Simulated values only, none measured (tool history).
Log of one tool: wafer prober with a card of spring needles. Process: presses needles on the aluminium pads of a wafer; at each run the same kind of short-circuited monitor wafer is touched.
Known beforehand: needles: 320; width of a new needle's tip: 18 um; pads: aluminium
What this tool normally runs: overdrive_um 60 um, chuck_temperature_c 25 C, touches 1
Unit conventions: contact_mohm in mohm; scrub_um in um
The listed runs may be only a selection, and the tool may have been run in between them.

Run 1, day 0: usual settings. Result: contact_mohm 262 mohm, scrub_um 9.3 um.
At day 0.233: tips cleaned on abrasive film.
At day 0.521: tips cleaned on abrasive film.
At day 0.754: tips cleaned on abrasive film.
At day 1.042: tips cleaned on abrasive film.
At day 1.271: tips cleaned on abrasive film.
At day 1.562: tips cleaned on abrasive film.
At day 1.792: tips cleaned on abrasive film.
At day 2.025: tips cleaned on abrasive film.
At day 2.258: tips cleaned on abrasive film.
At day 2.546: tips cleaned on abrasive film.
At day 2.833: tips cleaned on abrasive film.
At day 3.121: tips cleaned on abrasive film.
At day 3.354: tips cleaned on abrasive film.
Run 2, day 3.479: usual settings. Result: contact_mohm 282 mohm, scrub_um 9.26 um.
At day 3.596: tips cleaned on abrasive film.
At day 3.829: tips cleaned on abrasive film.
At day 4.058: tips cleaned on abrasive film.
At day 4.292: tips cleaned on abrasive film.
At day 4.579: tips cleaned on abrasive film.
At day 4.871: tips cleaned on abrasive film.
At day 5.1: tips cleaned on abrasive film.
Run 3, day 5.146: usual settings. Result: contact_mohm 266 mohm, scrub_um 9.22 um.
At day 5.375: tips cleaned on abrasive film.
At day 5.388: height of the first contact set anew.
At day 5.621: tips cleaned on abrasive film.
At day 5.854: tips cleaned on abrasive film.
At day 6.083: tips cleaned on abrasive film.
At day 6.371: tips cleaned on abrasive film.
At day 6.604: tips cleaned on abrasive film.
Run 4, day 6.762: usual settings. Result: contact_mohm 285 mohm, scrub_um 9.46 um.
At day 6.879: tips cleaned on abrasive film.
At day 7.167: tips cleaned on abrasive film.
At day 7.4: tips cleaned on abrasive film.
At day 7.688: tips cleaned on abrasive film.
At day 7.975: tips cleaned on abrasive film.
At day 8.208: tips cleaned on abrasive film.
At day 8.442: tips cleaned on abrasive film.
At day 8.729: tips cleaned on abrasive film.
At day 8.962: tips cleaned on abrasive film.
At day 9.25: tips cleaned on abrasive film.
At day 9.538: tips cleaned on abrasive film.
At day 9.779: tips cleaned on abrasive film.
Run 5, day 9.779: usual settings but touches 2. Result: contact_mohm 254 mohm, scrub_um 9.32 um.
At day 10.008: tips cleaned on abrasive film.
At day 10.242: tips cleaned on abrasive film.
At day 10.475: tips cleaned on abrasive film.
At day 10.762: tips cleaned on abrasive film.
At day 10.996: tips cleaned on abrasive film.
At day 11.283: tips cleaned on abrasive film.
Run 6, day 11.479: usual settings but overdrive_um 68 um, touches 2. Result: contact_mohm 267 mohm, scrub_um 10.59 um.
At day 11.542: tips cleaned on abrasive film.
At day 11.775: tips cleaned on abrasive film.
At day 12.062: tips cleaned on abrasive film.
At day 12.35: tips cleaned on abrasive film.
At day 12.583: tips cleaned on abrasive film.
At day 12.812: tips cleaned on abrasive film.
At day 13.046: tips cleaned on abrasive film.
At day 13.279: tips cleaned on abrasive film.
At day 13.567: tips cleaned on abrasive film.
At day 13.8: tips cleaned on abrasive film.
At day 14.029: tips cleaned on abrasive film.
At day 14.262: tips cleaned on abrasive film.
At day 14.55: tips cleaned on abrasive film.
At day 14.838: tips cleaned on abrasive film.
Run 7, day 15.033: usual settings but overdrive_um 68 um, touches 2. Result: contact_mohm 267 mohm, scrub_um 10.47 um.
At day 15.092: tips cleaned on abrasive film.
At day 15.325: tips cleaned on abrasive film.
At day 15.558: tips cleaned on abrasive film.
At day 15.846: tips cleaned on abrasive film.
At day 16.075: tips cleaned on abrasive film.
At day 16.308: tips cleaned on abrasive film.
At day 16.583: tips cleaned on abrasive film.
Run 8, day 16.583: usual settings but chuck_temperature_c 81 C. Result: contact_mohm 276 mohm, scrub_um 9.14 um.
At day 16.871: tips cleaned on abrasive film.
At day 17.054: height of the first contact set anew.
At day 17.171: tips cleaned on abrasive film.
At day 17.462: tips cleaned on abrasive film.
At day 17.692: tips cleaned on abrasive film.
At day 17.983: tips cleaned on abrasive film.
At day 18.212: tips cleaned on abrasive film.
At day 18.446: tips cleaned on abrasive film.
At day 18.733: tips cleaned on abrasive film.
At day 19.021: tips cleaned on abrasive film.
Run 9, day 19.162: usual settings but chuck_temperature_c 60 C. Result: contact_mohm 286 mohm, scrub_um 9.4 um.
At day 19.283: tips cleaned on abrasive film.
At day 19.512: tips cleaned on abrasive film.
At day 19.804: tips cleaned on abrasive film.
At day 20.033: tips cleaned on abrasive film.
At day 20.321: tips cleaned on abrasive film.
At day 20.612: tips cleaned on abrasive film.
At day 20.842: tips cleaned on abrasive film.
At day 21.342: card fitted with new needles.
At day 21.633: tips cleaned on abrasive film.
At day 21.921: tips cleaned on abrasive film.
Run 10, day 22.025: usual settings but overdrive_um 55 um, chuck_temperature_c 60 C. Result: contact_mohm 287 mohm, scrub_um 8.7 um.
At day 22.2: tips cleaned on abrasive film.
At day 22.433: tips cleaned on abrasive film.
At day 22.667: tips cleaned on abrasive film.
At day 22.896: tips cleaned on abrasive film.
At day 23.188: tips cleaned on abrasive film.
At day 23.475: tips cleaned on abrasive film.
At day 23.762: tips cleaned on abrasive film.
At day 24.05: tips cleaned on abrasive film.
At day 24.283: tips cleaned on abrasive film.
At day 24.517: tips cleaned on abrasive film.
Run 11, day 24.525: usual settings but overdrive_um 55 um, chuck_temperature_c 60 C. Result: contact_mohm 268 mohm, scrub_um 8.64 um.
At day 24.754: tips cleaned on abrasive film.
At day 24.988: tips cleaned on abrasive film.
At day 25.221: tips cleaned on abrasive film.
At day 25.45: tips cleaned on abrasive film.
At day 25.683: tips cleaned on abrasive film.
At day 25.971: tips cleaned on abrasive film.
At day 26.258: tips cleaned on abrasive film.
At day 26.492: tips cleaned on abrasive film.
At day 26.725: tips cleaned on abrasive film.
At day 27.012: tips cleaned on abrasive film.
At day 27.242: tips cleaned on abrasive film.
At day 27.533: tips cleaned on abrasive film.
At day 27.762: tips cleaned on abrasive film.
Run 12, day 27.858: usual settings but overdrive_um 55 um, chuck_temperature_c 43 C. Result: contact_mohm 279 mohm, scrub_um 8.47 um.
At day 28.033: tips cleaned on abrasive film.
At day 28.267: tips cleaned on abrasive film.
At day 28.496: tips cleaned on abrasive film.
At day 28.788: tips cleaned on abrasive film.
At day 29.075: tips cleaned on abrasive film.
At day 29.308: tips cleaned on abrasive film.
At day 29.596: tips cleaned on abrasive film.
At day 29.829: tips cleaned on abrasive film.
At day 30.117: tips cleaned on abrasive film.
At day 30.404: tips cleaned on abrasive film.
At day 30.638: tips cleaned on abrasive film.
Run 13, day 30.692: usual settings but overdrive_um 51 um. Result: contact_mohm 271 mohm, scrub_um 7.8 um.
At day 30.921: tips cleaned on abrasive film.
At day 31.212: tips cleaned on abrasive film.
At day 31.5: tips cleaned on abrasive film.
At day 31.788: tips cleaned on abrasive film.
At day 32.079: tips cleaned on abrasive film.
At day 32.367: tips cleaned on abrasive film.
At day 32.596: tips cleaned on abrasive film.
At day 32.888: tips cleaned on abrasive film.
At day 33.012: height of the first contact set anew.
Run 14, day 33.042: usual settings but overdrive_um 51 um. Result: contact_mohm 285 mohm, scrub_um 8.04 um.

For run 15, what comes out?
At day 33.162: tips cleaned on abrasive film.
At day 33.392: tips cleaned on abrasive film.
At day 33.683: tips cleaned on abrasive film.
At day 33.971: tips cleaned on abrasive film.
At day 34.2: tips cleaned on abrasive film.
At day 34.492: tips cleaned on abrasive film.
At day 34.721: tips cleaned on abrasive film.
At day 34.954: tips cleaned on abrasive film.
At day 35.221: tips cleaned on abrasive film.
Run 15, day 35.221: usual settings but overdrive_um 51 um, chuck_temperature_c 40 C. Result: contact_mohm ?, scrub_um ?.

Run 15 came out at contact_mohm 263 mohm, scrub_um 7.99 um.
On a tool with no hidden condition, and with the same random variation, this run would have come out at contact_mohm 258 mohm, scrub_um 8.05 um.

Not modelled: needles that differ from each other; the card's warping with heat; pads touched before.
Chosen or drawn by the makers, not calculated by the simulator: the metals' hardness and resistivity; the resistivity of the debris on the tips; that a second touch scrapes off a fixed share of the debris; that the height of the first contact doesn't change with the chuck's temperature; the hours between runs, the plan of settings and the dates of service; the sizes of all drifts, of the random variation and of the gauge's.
